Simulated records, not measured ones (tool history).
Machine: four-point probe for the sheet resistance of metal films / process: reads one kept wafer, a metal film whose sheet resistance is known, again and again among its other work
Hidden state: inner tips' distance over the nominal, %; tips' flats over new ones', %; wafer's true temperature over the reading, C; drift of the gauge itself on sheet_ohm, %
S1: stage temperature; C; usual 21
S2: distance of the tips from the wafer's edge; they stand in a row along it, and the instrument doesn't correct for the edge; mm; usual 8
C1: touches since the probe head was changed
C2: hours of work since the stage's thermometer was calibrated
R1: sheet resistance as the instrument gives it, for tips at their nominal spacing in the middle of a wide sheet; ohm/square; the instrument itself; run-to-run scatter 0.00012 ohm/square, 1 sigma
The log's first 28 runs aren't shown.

run	hour	S1	S2	C1	C2	R1
29	1139.9	19	3	39770	911	0.647435
30	1186.0	19	3	41257	930	0.647264
31	1237.2	32	14	42912	951	0.597240
32	1284.2	30	31	44433	971	0.595173
33	1336.7	31	7	46128	992	0.604846
34	1386.9	24	29	47750	1013	0.595405
35	1419.0	28	19	48787	1026	0.595857
36	1449.5	34	12	49774	1039	0.597727
37	1501.0	21	8	51438	1060	0.602661
38	1540.6	21	8	52718	1077	0.602637
39	1576.4	20	5	53873	1091	0.614705
40	1620.3	29	6	55293	1110	0.608273

Run 41 has not been measured yet. What should we expect?
41	1668.6	29	6	56853	1129	?

Run 41 gave R1 0.607921 ohm/square.
Were there no unlogged condition in the tool, this run, its random variation unchanged, would have produced R1 0.609658 ohm/square.
